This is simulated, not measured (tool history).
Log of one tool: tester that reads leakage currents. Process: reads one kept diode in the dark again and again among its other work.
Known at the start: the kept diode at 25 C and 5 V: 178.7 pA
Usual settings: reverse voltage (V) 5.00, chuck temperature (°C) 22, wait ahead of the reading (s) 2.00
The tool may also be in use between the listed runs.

| run | hour | reverse voltage (V) | chuck temperature (°C) | wait ahead of the reading (s) | current that the tester gives (pA) |
|---|---|---|---|---|---|
| 1 | 0.0 | 5.00 | 22 | 2.00 | 134.60 |
| 2 | 88.3 | 5.00 | 29 | 2.00 | 259.60 |
| 3 | 225.8 | 5.00 | 29 | 2.00 | 258.24 |
| 4 | 421.8 | 5.00 | 29 | 2.00 | 258.00 |
|  | 495.7 | chuck's temperature calibrated |
| 5 | 579.6 | 5.00 | 29 | 2.00 | 258.85 |
| 6 | 775.3 | 5.00 | 29 | 2.00 | 259.22 |
| 7 | 923.4 | 18.53 | 22 | 2.00 | 274.07 |
| 8 | 1124.5 | 5.00 | 22 | 0.50 | 136.09 |
| 9 | 1224.5 | 5.00 | 22 | 0.50 | 136.05 |
|  | 1385.7 | chuck's temperature calibrated |
| 10 | 1404.5 | 5.00 | 22 | 0.50 | 136.13 |
| 11 | 1553.7 | 3.51 | 22 | 2.00 | 111.59 |
| 12 | 1744.1 | 3.51 | 22 | 2.00 | 112.04 |
| 13 | 1906.5 | 3.51 | 22 | 2.00 | 112.03 |
| 14 | 2007.4 | 18.06 | 22 | 2.00 | 270.08 |
| 15 | 2108.1 | 3.70 | 22 | 2.00 | 114.93 |
| 16 | 2224.8 | 3.70 | 22 | 2.00 | 114.71 |
|  | 2278.5 | chuck's temperature calibrated |
| 17 | 2355.0 | 3.70 | 23 | 2.00 | 126.78 |
| 18 | 2471.9 | 3.70 | 23 | 2.00 | 126.37 |
| 19 | 2657.4 | 3.70 | 23 | 2.00 | 126.78 |
| 20 | 2779.2 | 5.00 | 22 | 4.75 | 134.61 |
| 21 | 2905.4 | 5.00 | 22 | 4.75 | 134.83 |
| 22 | 3095.6 | 1.23 | 21 | 5.02 | 57.46 |
|  | 3170.6 | chuck's temperature calibrated |
| 23 | 3248.7 | 2.66 | 22 | 2.06 | 95.61 |
| 24 | 3369.7 | 6.51 | 22 | 2.00 | 155.62 |
| 25 | 3496.6 | 7.62 | 47 | 0.31 | 1530.92 |
| 26 | 3581.2 | 5.20 | 55 | 0.31 | 2332.92 |
| 27 | 3770.6 | 5.20 | 55 | 0.31 | 2339.56 |
|  | 3856.0 | tester calibrated |
| 28 | 3979.7 | 5.20 | 55 | 0.31 | 2346.15 |
|  | 4077.3 | chuck's temperature calibrated |
| 29 | 4081.9 | 5.20 | 55 | 0.31 | 2333.70 |
|  | 4201.2 | probe card cleaned and baked |
| 30 | 4266.0 | 1.16 | 55 | 1.39 | 1043.73 |
| 31 | 4467.4 | 1.35 | 22 | 1.39 | 67.45 |
| 32 | 4671.5 | 1.35 | 22 | 1.39 | 67.19 |
| 33 | 4780.1 | 19.57 | 37 | 1.81 | 1097.38 |
| 34 | 4899.7 | 5.00 | 52 | 2.00 | 1818.86 |
|  | 4973.3 | chuck's temperature calibrated |
| 35 | 5089.8 | 5.00 | 52 | 2.00 | 1809.32 |
| 36 | 5221.6 | 5.00 | 52 | 2.00 | 1816.18 |
| 37 | 5362.5 | 5.00 | 59 | 3.93 | 3091.15 |
| 38 | 5569.6 | 5.00 | 59 | 3.93 | 3082.59 |

5 ways to go on from here, each from the tool as it stands after run 38. What would each give?
| A | 5777.3 | 5.00 | 48 | 3.93 | ? |
| B | 5777.3 | 5.00 | 22 | 6.34 | ? |
| C | 5777.3 | 2.78 | 29 | 3.93 | ? |
| D | 5777.3 | 5.00 | 54 | 2.00 | ? |
| E | 5777.3 | 4.26 | 30 | 3.93 | ? |

| run | current that the tester gives (pA) |
|---|---|
| A | 1320.48 |
| B | 134.82 |
| C | 188.83 |
| D | 2107.19 |
| E | 261.35 |
Without the tool's hidden state the same runs would have given:
| run | current that the tester gives (pA) |
|---|---|
| A | 1321.31 |
| B | 134.91 |
| C | 188.97 |
| D | 2108.47 |
| E | 261.53 |
